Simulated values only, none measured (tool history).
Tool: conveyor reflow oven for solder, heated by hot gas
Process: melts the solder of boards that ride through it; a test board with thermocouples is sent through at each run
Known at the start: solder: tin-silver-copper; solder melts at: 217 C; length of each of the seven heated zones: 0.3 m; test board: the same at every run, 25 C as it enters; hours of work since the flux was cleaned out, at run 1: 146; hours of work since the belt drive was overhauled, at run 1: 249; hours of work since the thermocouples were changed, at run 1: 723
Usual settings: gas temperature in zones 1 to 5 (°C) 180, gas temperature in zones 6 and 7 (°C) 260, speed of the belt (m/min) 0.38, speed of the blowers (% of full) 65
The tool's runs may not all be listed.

| run | day | gas temperature in zones 1 to 5 (°C) | gas temperature in zones 6 and 7 (°C) | speed of the belt (m/min) | speed of the blowers (% of full) | hours of work since the flux was cleaned out | hours of work since the belt drive was overhauled | hours of work since the thermocouples were changed | highest temperature of the board (°C) | time above the solder's melting point (s) |
|---|---|---|---|---|---|---|---|---|---|---|
| 1 | 0 | 180 | 260 | 0.38 | 65 | 146 | 249 | 723 | 242.1 | 63.2 |
| 2 | 0.6 | 180 | 260 | 0.315 | 65 | 153 | 256 | 729 | 247 | 85.9 |
| 3 | 1.146 | 180 | 263 | 0.315 | 65 | 159 | 262 | 736 | 249.7 | 88.7 |
| 4 | 1.842 | 189 | 260 | 0.38 | 65 | 167 | 270 | 743 | 243.5 | 70.6 |
| 5 | 2.558 | 178 | 260 | 0.38 | 65 | 175 | 278 | 752 | 241.4 | 61.5 |
| 6 | 3.325 | 178 | 260 | 0.38 | 65 | 184 | 287 | 760 | 241.5 | 61.2 |
| 7 | 4.262 | 178 | 260 | 0.38 | 65 | 194 | 297 | 771 | 241.4 | 61.4 |
| 8 | 4.962 | 178 | 260 | 0.38 | 65 | 202 | 305 | 779 | 241.5 | 61.3 |
| 9 | 5.488 | 178 | 260 | 0.38 | 65 | 208 | 311 | 785 | 241.3 | 61.1 |
| 10 | 5.925 | 178 | 260 | 0.38 | 65 | 213 | 316 | 790 | 241.1 | 61.3 |
| 11 | 6.308 | 178 | 260 | 0.38 | 65 | 217 | 321 | 794 | 241.4 | 61.2 |
|  | 6.525 | belt drive overhauled, speed set with a stopwatch |
| 12 | 6.958 | 178 | 260 | 0.38 | 65 | 223 | 5 | 799 | 241.2 | 61.8 |
|  | 7.454 | flux residue cleaned out of gas plates and filters |
| 13 | 7.975 | 178 | 260 | 0.38 | 65 | 6 | 14 | 809 | 242.2 | 63.2 |
| 14 | 8.646 | 180 | 260 | 0.443 | 65 | 13 | 22 | 816 | 237.7 | 47.8 |
| 15 | 9.138 | 180 | 260 | 0.447 | 65 | 19 | 27 | 822 | 237.6 | 46.8 |
| 16 | 9.883 | 193 | 254 | 0.333 | 84 | 27 | 36 | 830 | 245.2 | 90.6 |
|  | 10.888 | belt drive overhauled, speed set with a stopwatch, once more |
| 17 | 10.988 | 180 | 260 | 0.38 | 88 | 38 | 1 | 841 | 246.9 | 70.9 |
| 18 | 11.8 | 180 | 260 | 0.38 | 88 | 47 | 10 | 850 | 246.7 | 70.6 |
| 19 | 12.696 | 180 | 260 | 0.38 | 88 | 57 | 20 | 860 | 246.9 | 70.4 |
| 20 | 13.583 | 169 | 260 | 0.38 | 78 | 68 | 31 | 870 | 243 | 60.5 |
| 21 | 14.458 | 169 | 251 | 0.38 | 60 | 77 | 40 | 880 | 230.5 | 38.6 |
| 22 | 15.292 | 179 | 273 | 0.413 | 65 | 87 | 50 | 890 | 249.8 | 63.8 |
| 23 | 16.162 | 179 | 273 | 0.413 | 65 | 97 | 60 | 899 | 249.8 | 63.9 |
| 24 | 16.6 | 179 | 273 | 0.413 | 65 | 102 | 65 | 904 | 249.5 | 63.8 |
| 25 | 17.35 | 179 | 273 | 0.413 | 65 | 110 | 73 | 913 | 249.6 | 63.7 |
| 26 | 18 | 180 | 260 | 0.38 | 65 | 117 | 81 | 920 | 241.6 | 62 |
| 27 | 18.721 | 166 | 260 | 0.38 | 65 | 126 | 89 | 928 | 238.5 | 51.5 |
| 28 | 19.604 | 166 | 260 | 0.38 | 65 | 136 | 99 | 938 | 238.5 | 51.5 |
| 29 | 20.075 | 176 | 251 | 0.338 | 60 | 141 | 104 | 944 | 234.6 | 58 |
| 30 | 20.608 | 180 | 260 | 0.396 | 63 | 147 | 110 | 950 | 239.7 | 55.9 |

Measured less the same run without the tool's hidden state. The same run-to-run variation is in both; the gauge's scatter may not be:
The hidden state here: heat that the gas passes to the board, % of a clean oven's; belt's true speed, % of the reading; true gas temperature in zones 6 and 7 over the reading, C; drift of the gauge itself on peak_c, C; drift of the gauge itself on liquid_s, %.
| run | highest temperature of the board (°C) | time above the solder's melting point (s) |
|---|---|---|
| 1 | -3 | -3 |
| 2 | -3 | -2.7 |
| 3 | -3 | -2.5 |
| 4 | -3 | -2.8 |
| 5 | -3.2 | -3.5 |
| 6 | -3.2 | -3.5 |
| 7 | -3.3 | -3.7 |
| 8 | -3.4 | -3.7 |
| 9 | -3.4 | -3.8 |
| 10 | -3.4 | -3.8 |
| 11 | -3.4 | -3.8 |
| 12 | -3.4 | -3.4 |
| 13 | -2.4 | -1.6 |
| 14 | -2.3 | -1.8 |
| 15 | -2.3 | -1.9 |
| 16 | -2.9 | -1 |
| 17 | -3.3 | -2.9 |
| 18 | -3.3 | -3 |
| 19 | -3.4 | -3.1 |
| 20 | -3.5 | -3.9 |
| 21 | -3.3 | -6.1 |
| 22 | -3.5 | -3.2 |
| 23 | -3.6 | -3.2 |
| 24 | -3.6 | -3.2 |
| 25 | -3.7 | -3.3 |
| 26 | -3.6 | -4.4 |
| 27 | -3.8 | -5.1 |
| 28 | -3.9 | -5.2 |
| 29 | -3.7 | -6.4 |
| 30 | -3.7 | -4.9 |
